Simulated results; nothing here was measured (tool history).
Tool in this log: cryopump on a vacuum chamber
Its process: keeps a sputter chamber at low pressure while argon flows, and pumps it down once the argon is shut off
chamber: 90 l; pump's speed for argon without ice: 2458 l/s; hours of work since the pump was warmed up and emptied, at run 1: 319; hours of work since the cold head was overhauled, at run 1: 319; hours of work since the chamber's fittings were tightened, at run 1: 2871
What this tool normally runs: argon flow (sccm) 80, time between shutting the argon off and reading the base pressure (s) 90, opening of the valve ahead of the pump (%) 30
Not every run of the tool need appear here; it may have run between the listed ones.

run    hour  argon flow (sccm)  time between shutting the argon off and reading the base pressure (s)  opening of the valve ahead of the pump (%)  hours of work since the pump was warmed up and emptied  hours of work since the cold head was overhauled  hours of work since the chamber's fittings were tightened  pressure while argon flows (Pa)  pressure after the wait (uPa)
  1       0                 80                                                                     90                                          30                                                     319                                               319                                                       2871                           0.1866                           1.44
  2    33.1                 80                                                                     90                                          30                                                     339                                               339                                                       2891                           0.1864                           1.44
  3    54.8                 80                                                                     90                                          30                                                     352                                               352                                                       2904                            0.186                           1.44
  4    78.2                 80                                                                     90                                          30                                                     366                                               366                                                       2919                            0.185                           1.42
  5   103.8                 80                                                                     90                                          20                                                     382                                               382                                                       2934                           0.2805                           1.46
  6   137.3                 80                                                                     90                                          20                                                     402                                               402                                                       2955                           0.2787                           1.45
  7   168.5                 80                                                                     90                                          20                                                     421                                               421                                                       2973                           0.2775                            1.5
  8   199.8                 48                                                                     90                                          30                                                     440                                               440                                                       2992                           0.1127                           1.54
  9   240.6                 48                                                                     90                                          30                                                     465                                               465                                                       3017                            0.112                           1.55
 10     265                 48                                                                     90                                          30                                                     479                                               479                                                       3032                           0.1134                           1.57
 11   312.1                 80                                                                     90                                          16                                                     508                                               508                                                       3061                           0.3484                           1.53
 12   355.4                 80                                                                     90                                          16                                                     534                                               534                                                       3087                           0.3475                           1.59
 13   399.8                 80                                                                     90                                          16                                                     561                                               561                                                       3114                           0.3497                           1.61
 14   425.1                 80                                                                     90                                          30                                                     577                                               577                                                       3129                           0.1874                            1.6
        443  -- leaking fittings of the chamber tightened, without venting
 15     453                 80                                                                     21                                          30                                                     592                                               592                                                          6                           0.1895                           1.44
 16   493.3                 80                                                                     21                                          30                                                     617                                               617                                                         31                           0.1895                           1.43
 17   524.8                 80                                                                     21                                          30                                                     636                                               636                                                         50                           0.1875                           1.41
 18   546.9                 80                                                                    191                                          30                                                     649                                               649                                                         63                           0.1899                           0.32
 19   571.2                 53                                                                     68                                          30                                                     664                                               664                                                         78                           0.1251                           0.53
 20   599.3                 32                                                                     28                                          17                                                     681                                               681                                                         95                           0.1312                           1.09
 21   624.7                146                                                                     20                                          15                                                     696                                               696                                                        110                           0.6814                           1.49
 22     659                 91                                                                    216                                          30                                                     717                                               717                                                        131                           0.2155                           0.31
 23   683.8                 34                                                                     90                                          20                                                     732                                               732                                                        146                           0.1196                            0.5
 24   708.8                 50                                                                     21                                          20                                                     748                                               748                                                        161                           0.1762                           1.51
 25   739.3                 50                                                                     75                                          20                                                     766                                               766                                                        180                           0.1752                           0.53
 26   782.3                 50                                                                     75                                          20                                                     792                                               792                                                        206                            0.178                           0.58
 27   809.3                131                                                                     90                                          30                                                     809                                               809                                                        222                           0.3136                           0.54
 28   830.8                131                                                                     90                                          30                                                     822                                               822                                                        235                           0.3109                           0.53
 29     867                 54                                                                    238                                          20                                                     844                                               844                                                        257                           0.1909                           0.32
 30   900.3                 54                                                                    238                                          20                                                     864                                               864                                                        278                           0.1918                           0.39
 31   923.6                 54                                                                    238                                          20                                                     878                                               878                                                        292                           0.1913                           0.42
 32   946.4                 72                                                                     90                                          30                                                     892                                               892                                                        305                           0.1741                           0.61
 33   967.3                113                                                                    125                                          16                                                     904                                               904                                                        318                           0.4997                           0.47
 34   999.7                 40                                                                    173                                          30                                                     924                                               924                                                        338                           0.0954                           0.47
 35  1027.1                 40                                                                    173                                          30                                                     941                                               941                                                        354                           0.0957                           0.43

Results per run with the tool's hidden condition removed, run-to-run variation unchanged:
Hidden state at play: pump's speed, % of a pump's without ice; cold plate's temperature, K; leak into the chamber, uPa l/s; drift of the gauge itself on working_pa, %; drift of the gauge itself on base_upa, %.
run  pressure while argon flows (Pa)  pressure after the wait (uPa)
  1                           0.1836                           0.42
  2                           0.1832                           0.41
  3                           0.1827                           0.39
  4                           0.1816                           0.39
  5                            0.277                           0.41
  6                            0.275                           0.38
  7                           0.2736                           0.43
  8                           0.1102                           0.42
  9                           0.1094                           0.43
 10                           0.1107                           0.43
 11                           0.3437                           0.41
 12                           0.3425                           0.44
 13                           0.3444                           0.43
 14                            0.182                           0.41
 15                            0.184                           1.42
 16                           0.1837                            1.4
 17                           0.1816                           1.37
 18                           0.1837                           0.27
 19                            0.121                           0.48
 20                           0.1287                           1.03
 21                           0.6694                           1.42
 22                           0.2078                           0.23
 23                           0.1167                           0.42
 24                           0.1717                           1.42
 25                           0.1707                           0.43
 26                           0.1733                           0.47
 27                            0.301                           0.42
 28                           0.2981                           0.41
 29                           0.1855                           0.19
 30                           0.1862                           0.25
 31                           0.1855                           0.27
 32                           0.1663                           0.46
 33                           0.4874                           0.31
 34                            0.091                            0.3
 35                           0.0912                           0.26
